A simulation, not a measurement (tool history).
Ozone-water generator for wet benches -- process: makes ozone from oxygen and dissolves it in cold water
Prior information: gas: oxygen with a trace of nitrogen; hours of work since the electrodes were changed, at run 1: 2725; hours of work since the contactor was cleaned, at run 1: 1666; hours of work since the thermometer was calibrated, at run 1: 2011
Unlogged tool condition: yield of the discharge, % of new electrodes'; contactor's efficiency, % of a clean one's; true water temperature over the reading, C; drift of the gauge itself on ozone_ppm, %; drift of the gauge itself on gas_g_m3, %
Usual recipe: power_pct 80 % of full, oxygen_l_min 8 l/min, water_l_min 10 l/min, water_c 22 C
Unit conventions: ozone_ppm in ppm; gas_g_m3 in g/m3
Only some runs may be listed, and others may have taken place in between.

run    hour  power_pct  oxygen_l_min  water_l_min  water_c  hours of work since the electrodes were changed  hours of work since the contactor was cleaned  hours of work since the thermometer was calibrated  ozone_ppm  gas_g_m3
  1       0         80             8           10       22                                             2725                                           1666                                                2011       24.4     179.9
  2    64.4         80             8           10       22                                             2770                                           1710                                                2055       24.3       176
  3   118.2         80             8           10       22                                             2806                                           1747                                                2092       24.4     177.1
  4   170.7         80             8           10       22                                             2842                                           1783                                                2128       24.1     178.2
  5     219         80             8           16       22                                             2876                                           1816                                                2161         17     176.8
  6   306.6         80             8           16       22                                             2936                                           1876                                                2221       16.6     176.2
  7   377.5         80             8           16       22                                             2984                                           1925                                                2270       16.6     176.7
  8   437.9         80             8           16       22                                             3026                                           1966                                                2311       16.6     175.6
  9   496.1         80             8           16       22                                             3065                                           2006                                                2351       16.4     178.3
 10   545.9         80             8           16       22                                             3100                                           2041                                                2385       16.7     175.4
 11   626.5         80             8           16       22                                             3155                                           2096                                                2440       16.4     176.1
 12   701.5         91             8            8       22                                             3206                                           2147                                                2492       30.8     194.2
 13   765.7         91             8            8       22                                             3250                                           2191                                                2536       30.9     195.3
 14   843.2         54         11.09           15       18                                             3303                                           2244                                                2589       13.4     111.6
 15     891         54         11.09           15       18                                             3336                                           2277                                                2622       13.4     111.2
 16     985         54         11.09           15       18                                             3401                                           2341                                                2686       13.4     110.5
 17  1036.5         80             8            7       21                                             3436                                           2377                                                2721       30.5     173.4
 18  1084.9         43          4.38           12       20                                             3469                                           2410                                                2754       12.8     130.4
 19  1161.1         80          9.08           12       22                                             3521                                           2462                                                2807       20.4     163.9

What if the next run were any one of these 4? Each begins from the tool's condition after run 19:
  A  1208.6         53          5.18           12       22                                             3554                                           2495                                                2839          ?         ?
  B  1208.6         80          9.08           15       22                                             3554                                           2495                                                2839          ?         ?
  C  1208.6         80             8           10       22                                             3554                                           2495                                                2839          ?         ?
  D  1208.6         80          5.44           10       22                                             3554                                           2495                                                2839          ?         ?

run  ozone_ppm  gas_g_m3
  A       14.9     145.3
  B       16.8     166.9
  C       23.6     172.5
  D       24.3       201
The same runs, with their run-to-run variation unchanged, on a tool lacking any hidden condition would have given:
run  ozone_ppm  gas_g_m3
  A       16.7     157.1
  B       19.6       187
  C       27.4     193.5
  D       28.2     225.5
